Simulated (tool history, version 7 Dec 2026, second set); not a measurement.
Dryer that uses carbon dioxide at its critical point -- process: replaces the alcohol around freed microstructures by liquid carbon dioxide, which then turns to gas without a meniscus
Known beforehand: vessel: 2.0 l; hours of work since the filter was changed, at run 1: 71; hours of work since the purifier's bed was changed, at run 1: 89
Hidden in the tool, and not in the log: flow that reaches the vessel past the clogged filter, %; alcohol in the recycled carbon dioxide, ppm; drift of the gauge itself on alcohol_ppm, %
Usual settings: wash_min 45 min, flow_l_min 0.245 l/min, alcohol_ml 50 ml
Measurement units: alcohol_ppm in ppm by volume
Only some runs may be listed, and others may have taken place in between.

run     day  wash_min  flow_l_min  alcohol_ml  hours of work since the filter was changed  hours of work since the purifier's bed was changed  alcohol_ppm
  1       0        45       0.245          50                                          71                                                  89          188
  2   0.333        45       0.245          50                                          77                                                  96          198
  3   0.767        45       0.245          45                                          85                                                 104          167
  4   0.992        45       0.245          45                                          90                                                 108          177
  5   1.442        45       0.245          45                                          98                                                 116          172
  6   1.721        45       0.245          45                                         103                                                 121          177
  7   2.012        45       0.245          45                                         109                                                 127          183
  8   2.396        64       0.245          50                                         116                                                 134           46
  9    2.65        64       0.245          50                                         120                                                 139           34
 10    2.95        64       0.245          50                                         126                                                 144           38
 11   3.246        45       0.245          50                                         132                                                 150          205
 12   3.554        45       0.245          50                                         137                                                 156          202
 13     3.8        45       0.245          50                                         142                                                 160          206
 14   4.129        45       0.245          50                                         148                                                 166          209
 15   4.396        45       0.299          50                                         153                                                 171           82
 16   4.825        45       0.299          50                                         161                                                 179           98
 17   5.058        45       0.245          92                                         165                                                 184          386
 18   5.358        45       0.245          92                                         171                                                 189          395
 19   5.708        45       0.245          50                                         178                                                 196          209
 20   6.117        45       0.245          50                                         185                                                 203          231
 21   6.383        45       0.245          50                                         190                                                 208          236
 22   6.721        45       0.245          50                                         196                                                 215          221
 23   7.062        45       0.245          50                                         203                                                 221          233
 24   7.496        45       0.257          41                                         211                                                 229          161
 25   7.771        45       0.257          41                                         216                                                 234          166
 26   8.025        45       0.322          90                                         221                                                 239          114
 27   8.454        45       0.322          90                                         229                                                 247          118
 28   8.833        45       0.322          90                                         236                                                 254          118
 29   9.271        45       0.391          53                                         244                                                 262           36
 30   9.692        45       0.245          28                                         252                                                 270          152
 31   9.992        37       0.412          80                                         257                                                 276          103
 32  10.338        37       0.412          80                                         264                                                 282           94
 33   10.65        37       0.412          80                                         270                                                 288          104
 34  10.983        37       0.412          80                                         276                                                 294          106
 35  11.208        45       0.177          22                                         280                                                 298          373
 36  11.475        49       0.383          21                                         285                                                 303           30
 37  11.792        68       0.245          50                                         291                                                 309           62
 38  11.979        68       0.245          50                                         294                                                 313           53
 39  12.188        68       0.245          50                                         298                                                 317           52
 40  12.475        40       0.245          50                                         304                                                 322          431
 41  12.912        40       0.218          63                                         312                                                 330          805
 42  13.129        55       0.153          95                                         316                                                 334         1246
 43  13.558        55       0.153          95                                         324                                                 342         1288
 44  13.921        64       0.245          60                                         331                                                 349           76
 45  14.212        51       0.245          50                                         336                                                 354          161
 46  14.404        37       0.245          39                                         340                                                 358          459

Here are 5 independent what-if runs from the current tool condition. What would each one return?
  A  14.6        45       0.386          50                                         343                                                 362            ?
  B  14.6        33       0.184          39                                         343                                                 362            ?
  C  14.6        37       0.245          47                                         343                                                 362            ?
  D  14.6        68       0.155          39                                         343                                                 362            ?
  E  14.6        58       0.153          39                                         343                                                 362            ?

run  alcohol_ppm
  A           47
  B         1499
  C          555
  D          252
  E          467
Take away the tool's hidden state, keep each run's random variation, and the runs would have read:
run  alcohol_ppm
  A            7
  B         1137
  C          362
  D          143
  E          300

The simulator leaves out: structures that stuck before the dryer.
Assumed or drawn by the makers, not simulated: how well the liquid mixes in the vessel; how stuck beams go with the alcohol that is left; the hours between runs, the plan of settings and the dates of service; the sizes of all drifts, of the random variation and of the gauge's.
